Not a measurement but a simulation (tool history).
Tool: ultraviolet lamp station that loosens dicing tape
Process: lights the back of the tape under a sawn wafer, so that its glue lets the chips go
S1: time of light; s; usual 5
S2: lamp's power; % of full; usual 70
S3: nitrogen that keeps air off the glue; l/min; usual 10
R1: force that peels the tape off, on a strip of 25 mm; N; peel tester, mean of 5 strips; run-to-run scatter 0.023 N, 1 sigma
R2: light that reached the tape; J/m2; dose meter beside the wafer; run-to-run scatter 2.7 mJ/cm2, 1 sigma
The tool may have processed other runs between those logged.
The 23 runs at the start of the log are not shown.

run 24 hour=210.7 | S1=3 S2=98 S3=10 | R1=1.545 R2=2950
run 25 hour=217.7 | S1=7 S2=70 S3=13 | R1=0.398 R2=4950
run 26 hour=225.6 | S1=3 S2=92 S3=13 | R1=1.424 R2=2770
run 27 hour=232.4 | S1=5 S2=85 S3=6 | R1=1.155 R2=4270
run 28 hour=244 | S1=9 S2=73 S3=3 | R1=0.835 R2=6640
run 29 hour=256.1 | S1=3 S2=89 S3=15 | R1=1.417 R2=2690
run 30 hour=264.6 | S1=4 S2=82 S3=15 | R1=0.933 R2=3330
run 31 hour=274.9 | S1=4 S2=82 S3=15 | R1=0.976 R2=3320
run 32 hour=287.1 | S1=4 S2=82 S3=15 | R1=0.938 R2=3270
run 33 hour=297.8 | S1=4 S2=82 S3=15 | R1=0.924 R2=3330
run 34 hour=307.7 | S1=5 S2=66 S3=7 | R1=1.697 R2=3330
run 35 hour=318.1 | S1=2 S2=86 S3=7 | R1=4.039 R2=1700
run 36 hour=329.1 | S1=2 S2=86 S3=8 | R1=3.67 R2=1740
run 37 hour=336.8 | S1=8 S2=73 S3=5 | R1=0.691 R2=5860
run 38 hour=343.3 | S1=8 S2=73 S3=5 | R1=0.711 R2=5870
run 39 hour=351.5 | S1=6 S2=89 S3=4 | R1=1.063 R2=5340
run 40 hour=361.3 | S1=6 S2=89 S3=4 | R1=1.035 R2=5340

Here are 3 independent what-if runs from the current tool condition. What would each one return?
run A hour=371 | S1=6 S2=91 S3=6 | R1=? R2=?
run B hour=371 | S1=7 S2=89 S3=4 | R1=? R2=?
run C hour=371 | S1=6 S2=76 S3=10 | R1=? R2=?

run=A R1=0.682 R2=5540
run=B R1=0.734 R2=6290
run=C R1=0.634 R2=4580
With the hidden condition removed and each run's random variation left untouched, the same runs would have given:
run=A R1=0.68 R2=5550
run=B R1=0.731 R2=6300
run=C R1=0.632 R2=4590
